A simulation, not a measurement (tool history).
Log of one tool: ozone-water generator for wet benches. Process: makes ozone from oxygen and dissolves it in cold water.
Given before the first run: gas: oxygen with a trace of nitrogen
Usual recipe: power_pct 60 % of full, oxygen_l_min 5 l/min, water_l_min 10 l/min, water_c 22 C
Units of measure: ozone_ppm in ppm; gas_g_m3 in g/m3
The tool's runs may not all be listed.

run	day	power_pct	oxygen_l_min	water_l_min	water_c	ozone_ppm	gas_g_m3
1	0	60	5	10	22	25.3	188.9
2	4.092	60	5	10	24	24.5	190.3
3	8.638	60	5	10	24	24.1	188.3
4	12.529	60	5	10	22	25.1	188.5
5	15.525	60	5	7	22	30.2	188.6
6	19.925	60	5	7	22	29.9	186.5
7	26.9	60	3.77	10	19	25.3	202.5
8	30.471	60	3.77	10	19	25.4	204.8
9	36.138	50	5	10	28	19.5	167.9
10	42.612	50	5	10	28	19.2	165.6
11	47.142	50	5.11	10	28	19	165.4
12	50.708	96	6.31	13	18	28.6	217.2

Had the tool no unlogged condition, and each run kept its random variation, what would the results have been?
Unlogged tool condition in this case: yield of the discharge, % of new electrodes'; contactor's efficiency, % of a clean one's; true water temperature over the reading, C; drift of the gauge itself on ozone_ppm, %; drift of the gauge itself on gas_g_m3, %.
run	ozone_ppm	gas_g_m3
1	29.4	204.7
2	28.5	206.9
3	28.3	205.5
4	29.5	206.2
5	35.3	206.8
6	35.1	205.1
7	30.2	223.9
8	30.5	227.1
9	23.3	184.7
10	23.1	183
11	23	183.4
12	36.7	253.1

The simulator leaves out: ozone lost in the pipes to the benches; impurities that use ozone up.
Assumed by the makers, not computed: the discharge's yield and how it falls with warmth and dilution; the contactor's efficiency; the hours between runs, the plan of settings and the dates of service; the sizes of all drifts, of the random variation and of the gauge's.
